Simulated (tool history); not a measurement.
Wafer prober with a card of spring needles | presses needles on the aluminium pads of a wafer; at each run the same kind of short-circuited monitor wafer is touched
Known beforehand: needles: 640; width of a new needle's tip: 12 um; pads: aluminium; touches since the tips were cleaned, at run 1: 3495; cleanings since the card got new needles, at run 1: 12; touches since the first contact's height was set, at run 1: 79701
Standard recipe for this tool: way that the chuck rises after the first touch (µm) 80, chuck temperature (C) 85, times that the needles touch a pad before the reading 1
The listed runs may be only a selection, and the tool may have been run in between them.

run	hour	way that the chuck rises after the first touch (µm)	chuck temperature (C)	times that the needles touch a pad before the reading	touches since the tips were cleaned	cleanings since the card got new needles	touches since the first contact's height was set	resistance of one needle with its contact and lead (mohm)	way that a needle slides on the pad (µm)
1	0	80	85	1	3495	12	79701	194	21.8
# hour 7.3: tips cleaned on abrasive film
# hour 26.1: tips cleaned on abrasive film
2	27.2	80	85	1	323	14	87753	189	21.8
# hour 44.5: tips cleaned on abrasive film
3	53.4	80	85	1	2642	15	95549	195	21.83
# hour 62.3: tips cleaned on abrasive film
# hour 62.6: height of the first contact set anew
# hour 80.5: tips cleaned on abrasive film
4	80.5	80	51	1	0	17	5299	183	21.85
5	94.6	80	47	1	4200	17	9499	182	21.85
# hour 98.4: tips cleaned on abrasive film
# hour 117.8: tips cleaned on abrasive film
6	119.1	80	85	1	376	19	16763	188	21.86
7	134.5	80	85	1	4975	19	21362	191	21.92
# hour 136.8: tips cleaned on abrasive film
# hour 156.2: tips cleaned on abrasive film
8	158.3	80	85	1	638	21	28420	191	21.99
# hour 174.8: tips cleaned on abrasive film
9	176.9	80	85	1	630	22	33944	195	21.93
# hour 193.4: tips cleaned on abrasive film
10	196.4	80	85	1	901	23	39719	191	21.98
# hour 211.4: tips cleaned on abrasive film
11	213.2	80	85	1	529	24	44711	190	22.02
# hour 229.4: tips cleaned on abrasive film
12	233.8	80	85	1	1316	25	50814	194	22.07
# hour 248: tips cleaned on abrasive film
13	259	80	85	1	3273	26	58316	192	22.04
# hour 265.7: tips cleaned on abrasive film
14	282.9	80	85	1	5141	27	65434	191	22.05
# hour 285.6: tips cleaned on abrasive film
15	302.6	80	85	1	5096	28	71284	193	22.1
# hour 304.9: tips cleaned on abrasive film
# hour 314.9: gauge calibrated
# hour 322.7: tips cleaned on abrasive film
16	322.7	84	85	1	0	30	77218	189	22.81
# hour 341.6: tips cleaned on abrasive film
17	342.2	84	85	1	164	31	82995	194	22.83
# hour 360.8: tips cleaned on abrasive film
18	368.9	98	34	3	2418	32	90954	178	26.77
# hour 378.9: tips cleaned on abrasive film
19	392.2	80	85	1	3973	33	97859	193	21.84
# hour 394.7: height of the first contact set anew
# hour 397.1: tips cleaned on abrasive film
20	404.9	80	85	1	2348	34	3042	189	21.88
# hour 415.5: tips cleaned on abrasive film
21	420.9	99	40	1	1609	35	7779	179	27.11
# hour 433.9: tips cleaned on abrasive film
22	446.8	99	40	1	3850	36	15487	178	27.09
# hour 452.2: tips cleaned on abrasive film
23	463.4	99	40	1	3339	37	20397	180	27.16
# hour 471.3: tips cleaned on abrasive film
24	486.6	90	31	2	4586	38	27309	177	24.68
# hour 491.2: tips cleaned on abrasive film
25	498	80	58	1	2036	39	30680	184	21.95
# hour 510.7: tips cleaned on abrasive film
26	518.1	61	42	2	2219	40	36650	183	16.78
# hour 530: tips cleaned on abrasive film
27	538.4	79	81	2	2524	41	42685	191	21.7
# hour 547.6: tips cleaned on abrasive film
28	560.8	94	57	1	3946	42	49337	186	25.86
# hour 566.2: tips cleaned on abrasive film
29	581.8	80	88	2	4670	43	55575	192	22.06
# hour 585.6: tips cleaned on abrasive film
30	600.9	77	85	2	4574	44	61234	193	21.28
# hour 604.4: tips cleaned on abrasive film
31	617.3	77	85	2	3876	45	66118	188	21.24
# hour 622.1: tips cleaned on abrasive film
32	628.6	77	85	2	1932	46	69453	195	21.24

Describe how what the log doesn't record of the tool's condition differs between the last listed run preceding each entry between runs and the first listed run following it.
Between runs 1 and 2: tips cleaned on abrasive film (hour 7.3); tips cleaned on abrasive film (hour 26.1)
  debris on the tips, nm: 2.4 -> 0.5; way that the needles fall short of the set height, um: 0.03 -> 0.04; drift of the gauge itself on scrub_um, %: 0 -> 0.14
  measured minus no-state result, way that a needle slides on the pad (µm): -0.01 -> +0.02
Between runs 2 and 3: tips cleaned on abrasive film (hour 44.5)
  debris on the tips, nm: 0.5 -> 2.1; drift of the gauge itself on scrub_um, %: 0.14 -> 0.28
  measured minus no-state result, way that a needle slides on the pad (µm): +0.02 -> +0.05
Between runs 3 and 4: tips cleaned on abrasive film (hour 62.3); height of the first contact set anew (hour 62.6); tips cleaned on abrasive film (hour 80.5)
  debris on the tips, nm: 2.1 -> 0.2; way that the needles fall short of the set height, um: 0.04 -> 0; tips' diameter, um: 12.01 -> 12.02; drift of the gauge itself on scrub_um, %: 0.28 -> 0.42
  measured minus no-state result, way that a needle slides on the pad (µm): +0.05 -> +0.09
Between runs 5 and 6: tips cleaned on abrasive film (hour 98.4); tips cleaned on abrasive film (hour 117.8)
  debris on the tips, nm: 2.6 -> 0.6; way that the needles fall short of the set height, um: 0 -> 0.01; drift of the gauge itself on scrub_um, %: 0.49 -> 0.62
  measured minus no-state result, way that a needle slides on the pad (µm): +0.11 -> +0.13
Between runs 7 and 8: tips cleaned on abrasive film (hour 136.8); tips cleaned on abrasive film (hour 156.2)
  debris on the tips, nm: 2.6 -> 0.7; way that the needles fall short of the set height, um: 0.01 -> 0.02; drift of the gauge itself on scrub_um, %: 0.7 -> 0.82
  measured minus no-state result, way that a needle slides on the pad (µm): +0.15 -> +0.17
Between runs 8 and 9: tips cleaned on abrasive film (hour 174.8)
  debris on the tips, nm: 0.7 -> 0.8; drift of the gauge itself on scrub_um, %: 0.82 -> 0.92
  measured minus no-state result, way that a needle slides on the pad (µm): +0.17 -> +0.19
Between runs 9 and 10: tips cleaned on abrasive film (hour 193.4)
  debris on the tips, nm: 0.8 -> 0.9; drift of the gauge itself on scrub_um, %: 0.92 -> 1.02
  measured minus no-state result, way that a needle slides on the pad (µm): +0.19 -> +0.21
Between runs 10 and 11: tips cleaned on abrasive film (hour 211.4)
  debris on the tips, nm: 0.9 -> 0.8; drift of the gauge itself on scrub_um, %: 1.02 -> 1.11
  measured minus no-state result, way that a needle slides on the pad (µm): +0.21 -> +0.23
Between runs 11 and 12: tips cleaned on abrasive film (hour 229.4)
  debris on the tips, nm: 0.8 -> 1.5; way that the needles fall short of the set height, um: 0.02 -> 0.03; drift of the gauge itself on scrub_um, %: 1.11 -> 1.22
  measured minus no-state result, way that a needle slides on the pad (µm): +0.23 -> +0.26
Between runs 12 and 13: tips cleaned on abrasive film (hour 248)
  debris on the tips, nm: 1.5 -> 2.3; tips' diameter, um: 12.02 -> 12.03; drift of the gauge itself on scrub_um, %: 1.22 -> 1.35
  measured minus no-state result, way that a needle slides on the pad (µm): +0.26 -> +0.29
Between runs 13 and 14: tips cleaned on abrasive film (hour 265.7)
  debris on the tips, nm: 2.3 -> 2.7; drift of the gauge itself on scrub_um, %: 1.35 -> 1.48
  measured minus no-state result, way that a needle slides on the pad (µm): +0.29 -> +0.31
Between runs 14 and 15: tips cleaned on abrasive film (hour 285.6)
  way that the needles fall short of the set height, um: 0.03 -> 0.04; drift of the gauge itself on scrub_um, %: 1.48 -> 1.58
  measured minus no-state result, way that a needle slides on the pad (µm): +0.31 -> +0.33
Between runs 15 and 16: tips cleaned on abrasive film (hour 304.9); gauge calibrated (hour 314.9); tips cleaned on abrasive film (hour 322.7)
  debris on the tips, nm: 2.7 -> 0.2; drift of the gauge itself on scrub_um, %: 1.58 -> 0.04
  measured minus no-state result, way that a needle slides on the pad (µm): +0.33 -> +0
Between runs 16 and 17: tips cleaned on abrasive film (hour 341.6)
  debris on the tips, nm: 0.2 -> 0.5; way that the needles fall short of the set height, um: 0.04 -> 0.05; drift of the gauge itself on scrub_um, %: 0.04 -> 0.14
  measured minus no-state result, way that a needle slides on the pad (µm): +0 -> +0.02
Between runs 17 and 18: tips cleaned on abrasive film (hour 360.8)
  debris on the tips, nm: 0.5 -> 2; drift of the gauge itself on scrub_um, %: 0.14 -> 0.28
  measured minus no-state result, way that a needle slides on the pad (µm): +0.02 -> +0.06
Between runs 18 and 19: tips cleaned on abrasive film (hour 378.9)
  debris on the tips, nm: 2 -> 2.5; drift of the gauge itself on scrub_um, %: 0.28 -> 0.4
  measured minus no-state result, way that a needle slides on the pad (µm): +0.06 -> +0.07
Between runs 19 and 20: height of the first contact set anew (hour 394.7); tips cleaned on abrasive film (hour 397.1)
  debris on the tips, nm: 2.5 -> 1.8; way that the needles fall short of the set height, um: 0.05 -> 0; drift of the gauge itself on scrub_um, %: 0.4 -> 0.47
  measured minus no-state result, way that a needle slides on the pad (µm): +0.07 -> +0.11
Between runs 20 and 21: tips cleaned on abrasive film (hour 415.5)
  debris on the tips, nm: 1.8 -> 1.5; way that the needles fall short of the set height, um: 0 -> 0.01; tips' diameter, um: 12.03 -> 12.04; drift of the gauge itself on scrub_um, %: 0.47 -> 0.55
  measured minus no-state result, way that a needle slides on the pad (µm): +0.11 -> +0.15
Between runs 21 and 22: tips cleaned on abrasive film (hour 433.9)
  debris on the tips, nm: 1.5 -> 2.4; drift of the gauge itself on scrub_um, %: 0.55 -> 0.69
  measured minus no-state result, way that a needle slides on the pad (µm): +0.15 -> +0.18
Between runs 22 and 23: tips cleaned on abrasive film (hour 452.2)
  debris on the tips, nm: 2.4 -> 2.3; drift of the gauge itself on scrub_um, %: 0.69 -> 0.77
  measured minus no-state result, way that a needle slides on the pad (µm): +0.18 -> +0.2
Between runs 23 and 24: tips cleaned on abrasive film (hour 471.3)
  debris on the tips, nm: 2.3 -> 2.5; drift of the gauge itself on scrub_um, %: 0.77 -> 0.9
  measured minus no-state result, way that a needle slides on the pad (µm): +0.2 -> +0.22
Between runs 24 and 25: tips cleaned on abrasive film (hour 491.2)
  debris on the tips, nm: 2.5 -> 1.7; way that the needles fall short of the set height, um: 0.01 -> 0.02; drift of the gauge itself on scrub_um, %: 0.9 -> 0.95
  measured minus no-state result, way that a needle slides on the pad (µm): +0.22 -> +0.21
Between runs 25 and 26: tips cleaned on abrasive film (hour 510.7)
  debris on the tips, nm: 1.7 -> 1.8; drift of the gauge itself on scrub_um, %: 0.95 -> 1.06
  measured minus no-state result, way that a needle slides on the pad (µm): +0.21 -> +0.17
Between runs 26 and 27: tips cleaned on abrasive film (hour 530)
  debris on the tips, nm: 1.8 -> 2.1; drift of the gauge itself on scrub_um, %: 1.06 -> 1.17
  measured minus no-state result, way that a needle slides on the pad (µm): +0.17 -> +0.24
Between runs 27 and 28: tips cleaned on abrasive film (hour 547.6)
  debris on the tips, nm: 2.1 -> 2.5; drift of the gauge itself on scrub_um, %: 1.17 -> 1.28
  measured minus no-state result, way that a needle slides on the pad (µm): +0.24 -> +0.32
Between runs 28 and 29: tips cleaned on abrasive film (hour 566.2)
  debris on the tips, nm: 2.5 -> 2.6; way that the needles fall short of the set height, um: 0.02 -> 0.03; drift of the gauge itself on scrub_um, %: 1.28 -> 1.39
  measured minus no-state result, way that a needle slides on the pad (µm): +0.32 -> +0.3
Between runs 29 and 30: tips cleaned on abrasive film (hour 585.6)
  debris on the tips, nm: 2.6 -> 2.5; drift of the gauge itself on scrub_um, %: 1.39 -> 1.49
  measured minus no-state result, way that a needle slides on the pad (µm): +0.3 -> +0.31
Between runs 30 and 31: tips cleaned on abrasive film (hour 604.4)
  debris on the tips, nm: 2.5 -> 2.4; tips' diameter, um: 12.04 -> 12.05; drift of the gauge itself on scrub_um, %: 1.49 -> 1.58
  measured minus no-state result, way that a needle slides on the pad (µm): +0.31 -> +0.32
Between runs 31 and 32: tips cleaned on abrasive film (hour 622.1)
  debris on the tips, nm: 2.4 -> 1.7; way that the needles fall short of the set height, um: 0.03 -> 0.04; drift of the gauge itself on scrub_um, %: 1.58 -> 1.64
  measured minus no-state result, way that a needle slides on the pad (µm): +0.32 -> +0.33

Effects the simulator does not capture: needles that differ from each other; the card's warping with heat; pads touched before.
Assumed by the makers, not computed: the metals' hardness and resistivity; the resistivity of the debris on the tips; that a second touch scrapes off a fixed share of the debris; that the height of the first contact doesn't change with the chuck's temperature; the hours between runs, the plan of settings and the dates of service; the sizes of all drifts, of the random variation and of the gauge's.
